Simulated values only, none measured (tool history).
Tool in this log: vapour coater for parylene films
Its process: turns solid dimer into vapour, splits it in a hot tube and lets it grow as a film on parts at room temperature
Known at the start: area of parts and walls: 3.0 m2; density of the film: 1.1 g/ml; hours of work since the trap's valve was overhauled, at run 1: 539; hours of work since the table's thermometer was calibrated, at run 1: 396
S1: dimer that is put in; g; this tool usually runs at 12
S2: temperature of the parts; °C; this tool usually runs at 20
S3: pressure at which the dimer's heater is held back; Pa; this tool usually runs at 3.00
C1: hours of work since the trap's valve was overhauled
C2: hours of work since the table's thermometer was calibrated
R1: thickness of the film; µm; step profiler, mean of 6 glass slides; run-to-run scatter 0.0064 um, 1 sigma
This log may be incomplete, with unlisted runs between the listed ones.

{"run": 1, "hour": 0.0, "S1": 12, "S2": 20, "S3": 3.0, "C1": 539, "C2": 396, "R1": 2.006}
{"run": 2, "hour": 12.3, "S1": 12, "S2": 20, "S3": 3.0, "C1": 546, "C2": 402, "R1": 1.993}
{"run": 3, "hour": 37.0, "S1": 12, "S2": 20, "S3": 3.0, "C1": 559, "C2": 416, "R1": 2.007}
{"run": 4, "hour": 54.2, "S1": 12, "S2": 20, "S3": 3.0, "C1": 568, "C2": 425, "R1": 1.996}
{"run": 5, "hour": 73.1, "S1": 8, "S2": 20, "S3": 3.0, "C1": 578, "C2": 435, "R1": 1.329}
{"run": 6, "hour": 84.7, "S1": 8, "S2": 20, "S3": 2.14, "C1": 585, "C2": 442, "R1": 1.388}
{"run": 7, "hour": 99.2, "S1": 8, "S2": 20, "S3": 2.14, "C1": 593, "C2": 449, "R1": 1.386}
{"run": 8, "hour": 122.0, "S1": 12, "S2": 20, "S3": 3.0, "C1": 605, "C2": 462, "R1": 2.011}
{"run": 9, "hour": 143.1, "S1": 12, "S2": 20, "S3": 3.0, "C1": 616, "C2": 473, "R1": 1.996}
{"hour": 162.8, "done": "trap's valve overhauled"}
{"run": 10, "hour": 171.0, "S1": 12, "S2": 20, "S3": 3.0, "C1": 4, "C2": 486, "R1": 2.005}
{"run": 11, "hour": 181.8, "S1": 12, "S2": 18, "S3": 3.0, "C1": 10, "C2": 492, "R1": 2.194}
{"run": 12, "hour": 203.1, "S1": 12, "S2": 20, "S3": 3.0, "C1": 22, "C2": 504, "R1": 2.017}
{"run": 13, "hour": 222.9, "S1": 12, "S2": 20, "S3": 3.0, "C1": 33, "C2": 514, "R1": 2.008}
{"run": 14, "hour": 246.9, "S1": 12, "S2": 21, "S3": 3.0, "C1": 46, "C2": 527, "R1": 1.927}
{"run": 15, "hour": 267.0, "S1": 12, "S2": 20, "S3": 3.0, "C1": 56, "C2": 538, "R1": 2.003}
{"run": 16, "hour": 285.7, "S1": 12, "S2": 20, "S3": 3.0, "C1": 67, "C2": 548, "R1": 2.012}
{"run": 17, "hour": 295.8, "S1": 12, "S2": 20, "S3": 3.0, "C1": 72, "C2": 554, "R1": 2.009}
{"run": 18, "hour": 314.1, "S1": 12, "S2": 20, "S3": 3.0, "C1": 82, "C2": 564, "R1": 2.02}
{"run": 19, "hour": 338.3, "S1": 12, "S2": 20, "S3": 3.0, "C1": 95, "C2": 577, "R1": 2.014}
{"run": 20, "hour": 362.1, "S1": 12, "S2": 20, "S3": 3.0, "C1": 108, "C2": 590, "R1": 2.025}
{"run": 21, "hour": 380.5, "S1": 12, "S2": 20, "S3": 3.0, "C1": 118, "C2": 600, "R1": 2.02}
{"run": 22, "hour": 400.5, "S1": 12, "S2": 20, "S3": 3.0, "C1": 129, "C2": 610, "R1": 2.02}
{"run": 23, "hour": 419.1, "S1": 12, "S2": 20, "S3": 3.0, "C1": 139, "C2": 620, "R1": 2.041}
{"run": 24, "hour": 439.8, "S1": 12, "S2": 20, "S3": 8.49, "C1": 150, "C2": 632, "R1": 1.809}
{"run": 25, "hour": 461.0, "S1": 12, "S2": 20, "S3": 2.59, "C1": 161, "C2": 643, "R1": 2.056}
{"run": 26, "hour": 485.5, "S1": 12, "S2": 20, "S3": 2.59, "C1": 175, "C2": 656, "R1": 2.061}
{"run": 27, "hour": 500.4, "S1": 12, "S2": 20, "S3": 2.04, "C1": 183, "C2": 665, "R1": 2.115}
{"run": 28, "hour": 512.3, "S1": 12, "S2": 29, "S3": 3.0, "C1": 189, "C2": 671, "R1": 1.336}
{"run": 29, "hour": 527.9, "S1": 12, "S2": 29, "S3": 3.0, "C1": 198, "C2": 679, "R1": 1.347}
{"run": 30, "hour": 550.5, "S1": 17, "S2": 29, "S3": 3.79, "C1": 210, "C2": 692, "R1": 1.864}
{"run": 31, "hour": 572.5, "S1": 17, "S2": 29, "S3": 3.79, "C1": 222, "C2": 704, "R1": 1.857}
{"run": 32, "hour": 586.7, "S1": 17, "S2": 29, "S3": 3.79, "C1": 230, "C2": 711, "R1": 1.872}
{"run": 33, "hour": 610.5, "S1": 18, "S2": 29, "S3": 4.25, "C1": 242, "C2": 724, "R1": 1.95}
{"run": 34, "hour": 622.1, "S1": 18, "S2": 29, "S3": 4.25, "C1": 249, "C2": 730, "R1": 1.945}
{"run": 35, "hour": 642.7, "S1": 15, "S2": 23, "S3": 2.98, "C1": 260, "C2": 742, "R1": 2.228}
{"run": 36, "hour": 655.5, "S1": 8, "S2": 17, "S3": 10.59, "C1": 267, "C2": 749, "R1": 1.353}
{"run": 37, "hour": 666.8, "S1": 8, "S2": 27, "S3": 9.89, "C1": 273, "C2": 755, "R1": 0.865}
{"run": 38, "hour": 681.5, "S1": 8, "S2": 27, "S3": 9.89, "C1": 281, "C2": 763, "R1": 0.867}
{"run": 39, "hour": 702.0, "S1": 8, "S2": 14, "S3": 9.89, "C1": 292, "C2": 774, "R1": 1.569}
{"run": 40, "hour": 716.6, "S1": 11, "S2": 19, "S3": 9.89, "C1": 300, "C2": 782, "R1": 1.72}
{"hour": 724.7, "done": "gauge calibrated"}
{"run": 41, "hour": 739.8, "S1": 10, "S2": 19, "S3": 6.08, "C1": 312, "C2": 794, "R1": 1.62}
{"run": 42, "hour": 760.6, "S1": 9, "S2": 24, "S3": 3.0, "C1": 324, "C2": 805, "R1": 1.256}
{"run": 43, "hour": 778.4, "S1": 9, "S2": 24, "S3": 3.0, "C1": 333, "C2": 815, "R1": 1.26}
{"run": 44, "hour": 801.6, "S1": 9, "S2": 24, "S3": 3.0, "C1": 346, "C2": 828, "R1": 1.262}
{"run": 45, "hour": 822.5, "S1": 9, "S2": 24, "S3": 3.0, "C1": 357, "C2": 839, "R1": 1.243}
{"run": 46, "hour": 836.2, "S1": 9, "S2": 24, "S3": 3.0, "C1": 365, "C2": 846, "R1": 1.255}
{"run": 47, "hour": 848.1, "S1": 9, "S2": 24, "S3": 3.0, "C1": 371, "C2": 853, "R1": 1.257}

Forecast each of these 3 alternatives for the next run:
{"run": "A", "hour": 871.0, "S1": 5, "S2": 22, "S3": 2.69, "C1": 384, "C2": 865, "R1": "?"}
{"run": "B", "hour": 871.0, "S1": 10, "S2": 28, "S3": 3.0, "C1": 384, "C2": 865, "R1": "?"}
{"run": "C", "hour": 871.0, "S1": 8, "S2": 20, "S3": 3.0, "C1": 384, "C2": 865, "R1": "?"}

run=A R1=0.768
run=B R1=1.155
run=C R1=1.345
Without the tool's hidden state the same runs would have given:
run=A R1=0.765
run=B R1=1.151
run=C R1=1.341
